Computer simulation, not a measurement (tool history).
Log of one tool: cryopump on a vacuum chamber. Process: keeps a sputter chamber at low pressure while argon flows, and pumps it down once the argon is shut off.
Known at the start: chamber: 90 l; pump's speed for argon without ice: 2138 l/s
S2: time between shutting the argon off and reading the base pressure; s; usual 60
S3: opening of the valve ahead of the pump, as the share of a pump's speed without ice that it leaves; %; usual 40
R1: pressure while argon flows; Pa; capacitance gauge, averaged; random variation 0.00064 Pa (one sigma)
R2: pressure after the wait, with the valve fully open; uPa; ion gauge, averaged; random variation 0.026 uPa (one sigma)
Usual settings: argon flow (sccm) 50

run 1 day=0.000 | argon_flow_(sccm)=50 S2=60 S3=40 | R1=0.0997 R2=1.25
run 2 day=1.012 | argon_flow_(sccm)=50 S2=60 S3=40 | R1=0.0988 R2=1.25
run 3 day=1.954 | argon_flow_(sccm)=50 S2=60 S3=15 | R1=0.2656 R2=1.24
run 4 day=2.829 | argon_flow_(sccm)=50 S2=60 S3=15 | R1=0.2637 R2=1.24
run 5 day=3.596 | argon_flow_(sccm)=50 S2=60 S3=15 | R1=0.2652 R2=1.28
run 6 day=4.421 | argon_flow_(sccm)=50 S2=60 S3=15 | R1=0.2653 R2=1.36
run 7 day=5.550 | argon_flow_(sccm)=50 S2=60 S3=15 | R1=0.2666 R2=1.32
run 8 day=6.146 | argon_flow_(sccm)=50 S2=60 S3=15 | R1=0.2679 R2=1.25
run 9 day=6.904 | argon_flow_(sccm)=50 S2=60 S3=53 | R1=0.0777 R2=1.31
run 10 day=7.612 | argon_flow_(sccm)=25 S2=60 S3=40 | R1=0.0497 R2=1.36
run 11 day=8.188 | argon_flow_(sccm)=25 S2=60 S3=40 | R1=0.0506 R2=1.33
run 12 day=8.750 | argon_flow_(sccm)=25 S2=60 S3=40 | R1=0.0516 R2=1.29
run 13 day=9.500 | argon_flow_(sccm)=25 S2=60 S3=40 | R1=0.0528 R2=1.38
run 14 day=10.338 | argon_flow_(sccm)=25 S2=60 S3=40 | R1=0.0520 R2=1.35
run 15 day=10.958 | argon_flow_(sccm)=47 S2=60 S3=40 | R1=0.0966 R2=1.34
run 16 day=12.004 | argon_flow_(sccm)=50 S2=53 S3=40 | R1=0.1034 R2=1.54
run 17 day=12.550 | argon_flow_(sccm)=50 S2=24 S3=40 | R1=0.1022 R2=2.85
run 18 day=13.771 | argon_flow_(sccm)=50 S2=59 S3=25 | R1=0.1628 R2=1.40

The next listed run, before its measurement:
run 19 day=14.525 | argon_flow_(sccm)=50 S2=59 S3=25 | R1=? R2=?

R1: 0.1630 Pa
R2: 1.48 uPa
Without the tool's hidden state the same run would have given R1 0.1579 Pa, R2 1.18 uPa.
